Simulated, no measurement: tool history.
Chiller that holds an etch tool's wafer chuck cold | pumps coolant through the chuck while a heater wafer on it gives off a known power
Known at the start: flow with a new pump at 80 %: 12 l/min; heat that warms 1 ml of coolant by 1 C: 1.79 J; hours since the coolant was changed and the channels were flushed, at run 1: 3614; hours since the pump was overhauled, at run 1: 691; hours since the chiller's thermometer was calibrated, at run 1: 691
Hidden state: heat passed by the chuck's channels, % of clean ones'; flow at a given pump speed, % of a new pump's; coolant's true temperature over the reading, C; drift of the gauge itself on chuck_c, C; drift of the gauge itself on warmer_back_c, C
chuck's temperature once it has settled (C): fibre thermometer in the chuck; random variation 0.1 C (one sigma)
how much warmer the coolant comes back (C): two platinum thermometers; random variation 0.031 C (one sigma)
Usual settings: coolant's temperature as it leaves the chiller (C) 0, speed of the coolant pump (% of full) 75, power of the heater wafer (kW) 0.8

| run | hour | coolant's temperature as it leaves the chiller (C) | speed of the coolant pump (% of full) | power of the heater wafer (kW) | hours since the coolant was changed and the channels were flushed | hours since the pump was overhauled | hours since the chiller's thermometer was calibrated | chuck's temperature once it has settled (C) | how much warmer the coolant comes back (C) |
|---|---|---|---|---|---|---|---|---|---|
| 1 | 0 | 0 | 75 | 0.8 | 3614 | 691 | 691 | 5.7 | 2.34 |
| 2 | 103.7 | 0 | 70 | 0.8 | 3718 | 795 | 795 | 6 | 2.59 |
| 3 | 198.6 | 0 | 75 | 0.459 | 3812 | 890 | 890 | 3.4 | 1.42 |
| 4 | 319.1 | 0 | 75 | 0.63 | 3933 | 1010 | 1010 | 4.7 | 1.93 |
| 5 | 382.2 | 0 | 75 | 0.63 | 3996 | 1073 | 1073 | 4.9 | 1.85 |
| 6 | 488.9 | 0 | 75 | 0.8 | 4103 | 1180 | 1180 | 6.1 | 2.39 |
| 7 | 554.6 | 0 | 75 | 0.8 | 4168 | 1246 | 1246 | 5.9 | 2.39 |
| 8 | 623.2 | 0 | 75 | 0.8 | 4237 | 1314 | 1314 | 6 | 2.41 |
| 9 | 736.5 | 0 | 75 | 0.8 | 4350 | 1428 | 1428 | 6.1 | 2.43 |
| 10 | 837.7 | 0 | 75 | 0.8 | 4452 | 1529 | 1529 | 6.2 | 2.4 |
| 11 | 902.6 | 0 | 75 | 0.8 | 4516 | 1594 | 1594 | 6 | 2.46 |
| 12 | 995.6 | 0 | 75 | 0.8 | 4609 | 1687 | 1687 | 6.2 | 2.44 |
| 13 | 1054.4 | 0 | 75 | 0.8 | 4668 | 1746 | 1746 | 6.1 | 2.46 |
| 14 | 1156.8 | -4 | 75 | 0.8 | 4771 | 1848 | 1848 | 2 | 2.51 |
| 15 | 1259.7 | -4 | 75 | 0.8 | 4873 | 1951 | 1951 | 2 | 2.43 |
| 16 | 1335.1 | -4 | 75 | 0.8 | 4949 | 2026 | 2026 | 2.1 | 2.5 |
| 17 | 1413.8 | -4 | 67 | 0.8 | 5028 | 2105 | 2105 | 2.7 | 2.75 |
| 18 | 1488.4 | -4 | 83 | 0.8 | 5102 | 2180 | 2180 | 1.8 | 2.24 |
| 19 | 1597.7 | -4 | 83 | 0.8 | 5211 | 2289 | 2289 | 1.9 | 2.24 |
| 20 | 1693.1 | 10 | 64 | 0.413 | 5307 | 2384 | 2384 | 13.6 | 1.51 |
| 21 | 1760.3 | 10 | 64 | 0.413 | 5374 | 2452 | 2452 | 13.7 | 1.53 |
|  | 1833.8 | coolant changed, channels flushed |
| 22 | 1864.1 | 3 | 96 | 0.413 | 30 | 2549 | 2549 | 5.7 | 0.98 |
| 23 | 1975.7 | 3 | 96 | 0.413 | 142 | 2661 | 2661 | 5.8 | 0.99 |
| 24 | 2051.3 | 3 | 96 | 0.413 | 218 | 2737 | 2737 | 5.7 | 1.02 |
| 25 | 2153.3 | 4 | 75 | 0.8 | 319 | 2838 | 2838 | 10 | 2.48 |
| 26 | 2206 | 4 | 75 | 0.8 | 372 | 2891 | 2891 | 10 | 2.4 |
| 27 | 2291.3 | 5 | 75 | 0.652 | 457 | 2976 | 2976 | 9.9 | 2.04 |
| 28 | 2388.4 | 0 | 96 | 0.714 | 555 | 3074 | 3074 | 4.7 | 1.78 |
| 29 | 2503.3 | 0 | 96 | 0.714 | 670 | 3189 | 3189 | 4.6 | 1.73 |
| 30 | 2619.3 | 0 | 96 | 0.708 | 786 | 3305 | 3305 | 4.6 | 1.75 |
| 31 | 2683.3 | 4 | 91 | 1.09 | 849 | 3368 | 3368 | 11.1 | 2.81 |

Forecast each of these 3 alternatives for the next run:
| A | 2782.6 | 4 | 91 | 1.09 | 949 | 3468 | 3468 | ? | ? |
| B | 2782.6 | 0 | 75 | 0.8 | 949 | 3468 | 3468 | ? | ? |
| C | 2782.6 | -6 | 91 | 1.09 | 949 | 3468 | 3468 | ? | ? |

| run | chuck's temperature once it has settled (C) | how much warmer the coolant comes back (C) |
|---|---|---|
| A | 11.3 | 2.84 |
| B | 6 | 2.51 |
| C | 1.4 | 2.75 |
Without the tool's hidden state the same runs would have given:
| run | chuck's temperature once it has settled (C) | how much warmer the coolant comes back (C) |
|---|---|---|
| A | 10.6 | 2.7 |
| B | 5.4 | 2.37 |
| C | 0.7 | 2.6 |
